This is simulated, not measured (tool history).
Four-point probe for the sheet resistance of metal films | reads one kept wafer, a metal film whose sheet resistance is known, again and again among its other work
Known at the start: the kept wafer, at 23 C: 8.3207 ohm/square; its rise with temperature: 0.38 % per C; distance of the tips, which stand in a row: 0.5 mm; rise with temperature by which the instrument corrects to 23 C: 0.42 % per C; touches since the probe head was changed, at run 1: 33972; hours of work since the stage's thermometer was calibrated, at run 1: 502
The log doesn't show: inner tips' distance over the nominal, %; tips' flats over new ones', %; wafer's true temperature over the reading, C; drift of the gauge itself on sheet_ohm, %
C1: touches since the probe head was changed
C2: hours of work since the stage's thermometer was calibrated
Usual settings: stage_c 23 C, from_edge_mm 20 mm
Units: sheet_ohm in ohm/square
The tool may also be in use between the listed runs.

{"run": 1, "hour": 0.0, "stage_c": 23, "from_edge_mm": 20, "C1": 33972, "C2": 502, "sheet_ohm": 8.271485}
{"run": 2, "hour": 46.0, "stage_c": 23, "from_edge_mm": 28, "C1": 35233, "C2": 526, "sheet_ohm": 8.269445}
{"run": 3, "hour": 86.8, "stage_c": 23, "from_edge_mm": 23, "C1": 36352, "C2": 547, "sheet_ohm": 8.268926}
{"run": 4, "hour": 133.5, "stage_c": 23, "from_edge_mm": 23, "C1": 37634, "C2": 571, "sheet_ohm": 8.265972}
{"run": 5, "hour": 180.5, "stage_c": 23, "from_edge_mm": 20, "C1": 38921, "C2": 595, "sheet_ohm": 8.266618}
{"run": 6, "hour": 207.6, "stage_c": 23, "from_edge_mm": 20, "C1": 39664, "C2": 609, "sheet_ohm": 8.267244}
{"run": 7, "hour": 250.1, "stage_c": 23, "from_edge_mm": 20, "C1": 40831, "C2": 631, "sheet_ohm": 8.266322}
{"run": 8, "hour": 285.9, "stage_c": 23, "from_edge_mm": 3, "C1": 41812, "C2": 649, "sheet_ohm": 8.387918}
{"run": 9, "hour": 321.4, "stage_c": 23, "from_edge_mm": 20, "C1": 42784, "C2": 667, "sheet_ohm": 8.264005}
{"run": 10, "hour": 361.1, "stage_c": 18, "from_edge_mm": 10, "C1": 43874, "C2": 687, "sheet_ohm": 8.285351}
{"run": 11, "hour": 420.8, "stage_c": 18, "from_edge_mm": 10, "C1": 45511, "C2": 718, "sheet_ohm": 8.286181}
{"hour": 425.3, "done": "stage's thermometer calibrated"}
{"run": 12, "hour": 478.0, "stage_c": 29, "from_edge_mm": 48, "C1": 47064, "C2": 27, "sheet_ohm": 8.241766}
{"run": 13, "hour": 522.2, "stage_c": 29, "from_edge_mm": 48, "C1": 48277, "C2": 50, "sheet_ohm": 8.24227}
{"run": 14, "hour": 554.9, "stage_c": 29, "from_edge_mm": 48, "C1": 49176, "C2": 66, "sheet_ohm": 8.239448}
{"run": 15, "hour": 600.7, "stage_c": 18, "from_edge_mm": 11, "C1": 50430, "C2": 90, "sheet_ohm": 8.277552}
{"run": 16, "hour": 661.3, "stage_c": 35, "from_edge_mm": 11, "C1": 52091, "C2": 121, "sheet_ohm": 8.229185}
{"hour": 692.2, "done": "stage's thermometer calibrated, once more"}
{"run": 17, "hour": 724.7, "stage_c": 30, "from_edge_mm": 25, "C1": 53817, "C2": 17, "sheet_ohm": 8.241523}

Measured less the same run without the tool's hidden state. The same run-to-run variation is in both; the gauge's scatter may not be:
run=1 sheet_ohm=-0.052695
run=2 sheet_ohm=-0.053632
run=3 sheet_ohm=-0.054415
run=4 sheet_ohm=-0.055354
run=5 sheet_ohm=-0.056312
run=6 sheet_ohm=-0.056863
run=7 sheet_ohm=-0.057732
run=8 sheet_ohm=-0.059227
run=9 sheet_ohm=-0.059194
run=10 sheet_ohm=-0.060175
run=11 sheet_ohm=-0.061321
run=12 sheet_ohm=-0.062917
run=13 sheet_ohm=-0.063894
run=14 sheet_ohm=-0.064562
run=15 sheet_ohm=-0.065902
run=16 sheet_ohm=-0.066529
run=17 sheet_ohm=-0.063777
